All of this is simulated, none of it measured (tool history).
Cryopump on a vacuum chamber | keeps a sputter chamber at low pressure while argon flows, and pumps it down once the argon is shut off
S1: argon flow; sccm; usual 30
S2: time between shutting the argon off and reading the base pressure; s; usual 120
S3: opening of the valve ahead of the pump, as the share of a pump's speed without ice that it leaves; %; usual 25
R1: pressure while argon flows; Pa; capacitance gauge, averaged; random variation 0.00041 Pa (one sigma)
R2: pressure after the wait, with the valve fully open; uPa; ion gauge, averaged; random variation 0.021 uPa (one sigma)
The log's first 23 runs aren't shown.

{"run": 24, "hour": 575.1, "S1": 15, "S2": 63, "S3": 21, "R1": 0.0598, "R2": 1.22}
{"run": 25, "hour": 608.4, "S1": 47, "S2": 31, "S3": 31, "R1": 0.1289, "R2": 1.8}
{"run": 26, "hour": 623.3, "S1": 47, "S2": 31, "S3": 31, "R1": 0.13, "R2": 1.81}
{"run": 27, "hour": 645.8, "S1": 21, "S2": 96, "S3": 35, "R1": 0.0516, "R2": 1.12}
{"run": 28, "hour": 678.9, "S1": 30, "S2": 110, "S3": 34, "R1": 0.0755, "R2": 1.01}
{"run": 29, "hour": 708.8, "S1": 23, "S2": 39, "S3": 20, "R1": 0.0972, "R2": 1.55}
{"run": 30, "hour": 728.0, "S1": 19, "S2": 36, "S3": 55, "R1": 0.031, "R2": 1.71}
{"run": 31, "hour": 754.7, "S1": 34, "S2": 120, "S3": 53, "R1": 0.0578, "R2": 1.05}
{"run": 32, "hour": 785.1, "S1": 34, "S2": 120, "S3": 53, "R1": 0.0579, "R2": 1.05}
{"hour": 814.0, "done": "pump warmed up, emptied and cooled again"}
{"run": 33, "hour": 824.2, "S1": 34, "S2": 120, "S3": 53, "R1": 0.0526, "R2": 0.89}

5 ways to go on from here, each from the tool as it stands after run 33. What would each give?
{"run": "A", "hour": 854.5, "S1": 31, "S2": 131, "S3": 22, "R1": "?", "R2": "?"}
{"run": "B", "hour": 854.5, "S1": 37, "S2": 209, "S3": 25, "R1": "?", "R2": "?"}
{"run": "C", "hour": 854.5, "S1": 17, "S2": 120, "S3": 53, "R1": "?", "R2": "?"}
{"run": "D", "hour": 854.5, "S1": 41, "S2": 153, "S3": 48, "R1": "?", "R2": "?"}
{"run": "E", "hour": 854.5, "S1": 34, "S2": 120, "S3": 52, "R1": "?", "R2": "?"}

run=A R1=0.1151 R2=0.93
run=B R1=0.1208 R2=0.85
run=C R1=0.027 R2=0.96
run=D R1=0.0702 R2=0.92
run=E R1=0.0544 R2=0.98
Without the tool's hidden state the same runs would have given:
run=A R1=0.1144 R2=0.39
run=B R1=0.1199 R2=0.31
run=C R1=0.0266 R2=0.41
run=D R1=0.0692 R2=0.36
run=E R1=0.0536 R2=0.43

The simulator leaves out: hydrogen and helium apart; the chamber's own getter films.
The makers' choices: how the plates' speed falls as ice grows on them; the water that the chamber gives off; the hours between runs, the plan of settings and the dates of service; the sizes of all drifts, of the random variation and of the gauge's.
